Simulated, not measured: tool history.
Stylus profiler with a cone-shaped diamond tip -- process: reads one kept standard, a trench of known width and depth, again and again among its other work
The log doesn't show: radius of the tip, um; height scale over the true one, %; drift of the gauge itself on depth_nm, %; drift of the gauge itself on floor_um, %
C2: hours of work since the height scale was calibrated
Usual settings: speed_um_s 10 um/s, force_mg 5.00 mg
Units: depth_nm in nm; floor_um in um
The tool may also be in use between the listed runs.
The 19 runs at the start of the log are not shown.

Run 20, hour 667.6: usual settings; scans with this tip 14148; C2 219. Result: depth_nm 511.15 nm, floor_um 95.94 um.
Run 21, hour 689.4: usual settings but force_mg 4.06 mg; scans with this tip 14287; C2 234. Result: depth_nm 509.57 nm, floor_um 95.95 um.
Run 22, hour 739.1: usual settings but speed_um_s 3 um/s, force_mg 11.46 mg; scans with this tip 14603; C2 267. Result: depth_nm 518.87 nm, floor_um 95.97 um.
Run 23, hour 763.8: usual settings but speed_um_s 18 um/s, force_mg 3.14 mg; scans with this tip 14761; C2 283. Result: depth_nm 508.38 nm, floor_um 95.89 um.
Run 24, hour 798.6: usual settings but speed_um_s 18 um/s, force_mg 9.53 mg; scans with this tip 14983; C2 306. Result: depth_nm 516.57 nm, floor_um 95.87 um.
Run 25, hour 819.4: usual settings but speed_um_s 31 um/s, force_mg 3.22 mg; scans with this tip 15115; C2 320. Result: depth_nm 508.37 nm, floor_um 95.85 um.
Run 26, hour 849.4: usual settings but speed_um_s 19 um/s, force_mg 11.58 mg; scans with this tip 15306; C2 340. Result: depth_nm 519.35 nm, floor_um 95.97 um.
Run 27, hour 897.1: usual settings but force_mg 4.63 mg; scans with this tip 15610; C2 372. Result: depth_nm 510.83 nm, floor_um 95.85 um.
Run 28, hour 930.8: usual settings but force_mg 4.63 mg; scans with this tip 15825; C2 394. Result: depth_nm 510.59 nm, floor_um 95.84 um.
Run 29, hour 963.8: usual settings but speed_um_s 3 um/s, force_mg 6.22 mg; scans with this tip 16035; C2 416. Result: depth_nm 513.14 nm, floor_um 95.84 um.
Run 30, hour 999.2: usual settings but speed_um_s 16 um/s, force_mg 9.83 mg; scans with this tip 16262; C2 439. Result: depth_nm 517.68 nm, floor_um 95.84 um.
Run 31, hour 1032.6: usual settings but force_mg 10.05 mg; scans with this tip 16474; C2 461. Result: depth_nm 517.68 nm, floor_um 95.78 um.
Run 32, hour 1055.1: usual settings but force_mg 6.73 mg; scans with this tip 16618; C2 476. Result: depth_nm 513.86 nm, floor_um 95.83 um.
Run 33, hour 1076.8: usual settings but force_mg 11.83 mg; scans with this tip 16756; C2 491. Result: depth_nm 519.75 nm, floor_um 95.83 um.
Run 34, hour 1111.6: usual settings but speed_um_s 5 um/s, force_mg 2.56 mg; scans with this tip 16978; C2 514. Result: depth_nm 507.85 nm, floor_um 95.77 um.
Run 35, hour 1148.8: usual settings but speed_um_s 11 um/s, force_mg 3.67 mg; scans with this tip 17215; C2 539. Result: depth_nm 509.47 nm, floor_um 95.84 um.
Run 36, hour 1188.9: usual settings but speed_um_s 6 um/s, force_mg 8.54 mg; scans with this tip 17470; C2 565. Result: depth_nm 516.13 nm, floor_um 95.83 um.
Run 37, hour 1214.8: usual settings but speed_um_s 6 um/s, force_mg 8.54 mg; scans with this tip 17635; C2 582. Result: depth_nm 516.11 nm, floor_um 95.77 um.
Run 38, hour 1265.2: usual settings but speed_um_s 6 um/s, force_mg 8.54 mg; scans with this tip 17957; C2 616. Result: depth_nm 516.58 nm, floor_um 95.70 um.

What will run 39 give?
Run 39, hour 1312.6: usual settings but speed_um_s 6 um/s, force_mg 8.54 mg; scans with this tip 18259; C2 647. Result: depth_nm ?, floor_um ?.

{"run 39": {"depth_nm": 516.5, "floor_um": 95.74}}
Were there no unlogged condition in the tool, this run, its random variation unchanged, would have produced depth_nm 515.34 nm, floor_um 97.01 um.
